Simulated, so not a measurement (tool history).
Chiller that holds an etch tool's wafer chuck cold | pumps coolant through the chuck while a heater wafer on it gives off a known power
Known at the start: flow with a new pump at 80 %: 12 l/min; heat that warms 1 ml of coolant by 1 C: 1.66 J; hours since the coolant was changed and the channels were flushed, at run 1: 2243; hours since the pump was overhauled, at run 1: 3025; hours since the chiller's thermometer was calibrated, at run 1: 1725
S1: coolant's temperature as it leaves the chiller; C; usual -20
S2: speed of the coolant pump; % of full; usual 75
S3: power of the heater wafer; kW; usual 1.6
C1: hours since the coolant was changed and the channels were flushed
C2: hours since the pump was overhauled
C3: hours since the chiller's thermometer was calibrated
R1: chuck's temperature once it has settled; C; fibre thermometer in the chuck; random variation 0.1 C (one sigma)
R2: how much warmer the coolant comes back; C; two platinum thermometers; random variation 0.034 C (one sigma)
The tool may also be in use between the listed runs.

{"run": 1, "day": 0.0, "S1": -20, "S2": 75, "S3": 1.6, "C1": 2243, "C2": 3025, "C3": 1725, "R1": -3.8, "R2": 5.19}
{"run": 2, "day": 1.233, "S1": -22, "S2": 75, "S3": 1.6, "C1": 2273, "C2": 3055, "C3": 1755, "R1": -5.8, "R2": 5.19}
{"run": 3, "day": 3.142, "S1": -22, "S2": 75, "S3": 1.6, "C1": 2318, "C2": 3100, "C3": 1801, "R1": -5.9, "R2": 5.18}
{"run": 4, "day": 5.15, "S1": -14, "S2": 75, "S3": 1.6, "C1": 2367, "C2": 3149, "C3": 1849, "R1": 2.1, "R2": 5.21}
{"run": 5, "day": 6.058, "S1": -14, "S2": 75, "S3": 1.6, "C1": 2388, "C2": 3170, "C3": 1871, "R1": 2.1, "R2": 5.24}
{"run": 6, "day": 6.925, "S1": -14, "S2": 75, "S3": 1.6, "C1": 2409, "C2": 3191, "C3": 1891, "R1": 2.2, "R2": 5.23}
{"run": 7, "day": 8.412, "S1": -14, "S2": 75, "S3": 1.6, "C1": 2445, "C2": 3227, "C3": 1927, "R1": 2.1, "R2": 5.23}
{"run": 8, "day": 9.967, "S1": -14, "S2": 64, "S3": 1.6, "C1": 2482, "C2": 3264, "C3": 1964, "R1": 3.8, "R2": 6.22}
{"run": 9, "day": 11.717, "S1": -20, "S2": 75, "S3": 1.6, "C1": 2524, "C2": 3306, "C3": 2007, "R1": -3.5, "R2": 5.2}
{"run": 10, "day": 12.996, "S1": -20, "S2": 75, "S3": 1.6, "C1": 2555, "C2": 3337, "C3": 2037, "R1": -3.9, "R2": 5.17}
{"run": 11, "day": 13.9, "S1": -20, "S2": 75, "S3": 1.6, "C1": 2576, "C2": 3359, "C3": 2059, "R1": -3.8, "R2": 5.28}
{"run": 12, "day": 15.446, "S1": -20, "S2": 87, "S3": 1.6, "C1": 2614, "C2": 3396, "C3": 2096, "R1": -5.2, "R2": 4.36}
{"run": 13, "day": 16.362, "S1": -20, "S2": 87, "S3": 1.6, "C1": 2636, "C2": 3418, "C3": 2118, "R1": -5.3, "R2": 4.4}
{"run": 14, "day": 17.567, "S1": -20, "S2": 87, "S3": 1.6, "C1": 2665, "C2": 3447, "C3": 2147, "R1": -5.1, "R2": 4.33}
{"run": 15, "day": 18.696, "S1": -20, "S2": 65, "S3": 1.6, "C1": 2692, "C2": 3474, "C3": 2174, "R1": -2.4, "R2": 6.14}
{"run": 16, "day": 20.629, "S1": -20, "S2": 65, "S3": 1.6, "C1": 2738, "C2": 3520, "C3": 2220, "R1": -2.3, "R2": 6.09}
{"run": 17, "day": 22.042, "S1": -12, "S2": 81, "S3": 1.253, "C1": 2772, "C2": 3554, "C3": 2254, "R1": 0.1, "R2": 3.74}
{"run": 18, "day": 23.262, "S1": -21, "S2": 85, "S3": 1.253, "C1": 2801, "C2": 3583, "C3": 2284, "R1": -9.4, "R2": 3.49}
{"run": 19, "day": 24.346, "S1": -15, "S2": 85, "S3": 1.253, "C1": 2827, "C2": 3609, "C3": 2310, "R1": -3.3, "R2": 3.48}
{"run": 20, "day": 25.8, "S1": -22, "S2": 95, "S3": 1.078, "C1": 2862, "C2": 3644, "C3": 2345, "R1": -12.4, "R2": 2.67}
{"run": 21, "day": 26.796, "S1": -28, "S2": 93, "S3": 1.908, "C1": 2886, "C2": 3668, "C3": 2368, "R1": -10.9, "R2": 4.87}
{"run": 22, "day": 27.746, "S1": -28, "S2": 93, "S3": 1.908, "C1": 2909, "C2": 3691, "C3": 2391, "R1": -11.1, "R2": 4.82}
{"run": 23, "day": 29.642, "S1": -20, "S2": 75, "S3": 1.6, "C1": 2954, "C2": 3736, "C3": 2437, "R1": -4, "R2": 5.2}
{"run": 24, "day": 30.621, "S1": -20, "S2": 75, "S3": 1.487, "C1": 2978, "C2": 3760, "C3": 2460, "R1": -4.9, "R2": 4.83}
{"run": 25, "day": 31.642, "S1": -11, "S2": 75, "S3": 1.487, "C1": 3002, "C2": 3784, "C3": 2485, "R1": 4.2, "R2": 4.79}
{"run": 26, "day": 32.912, "S1": -28, "S2": 64, "S3": 1.835, "C1": 3033, "C2": 3815, "C3": 2515, "R1": -7.6, "R2": 7.24}
{"run": 27, "day": 34.296, "S1": -14, "S2": 75, "S3": 0.989, "C1": 3066, "C2": 3848, "C3": 2548, "R1": -4.1, "R2": 3.18}
{"run": 28, "day": 36.238, "S1": -14, "S2": 75, "S3": 0.989, "C1": 3113, "C2": 3895, "C3": 2595, "R1": -4, "R2": 3.19}
{"run": 29, "day": 37.333, "S1": -19, "S2": 60, "S3": 0.989, "C1": 3139, "C2": 3921, "C3": 2621, "R1": -7.6, "R2": 4.14}
{"run": 30, "day": 38.371, "S1": -22, "S2": 64, "S3": 0.967, "C1": 3164, "C2": 3946, "C3": 2646, "R1": -11.3, "R2": 3.73}

Forecast run 31:
{"run": 31, "day": 40.108, "S1": -27, "S2": 61, "S3": 0.881, "C1": 3206, "C2": 3988, "C3": 2688, "R1": "?", "R2": "?"}

{"run 31": {"R1": -16.8, "R2": 3.63}}
Without the tool's hidden state the same run would have given R1 -16.8 C, R2 3.63 C.
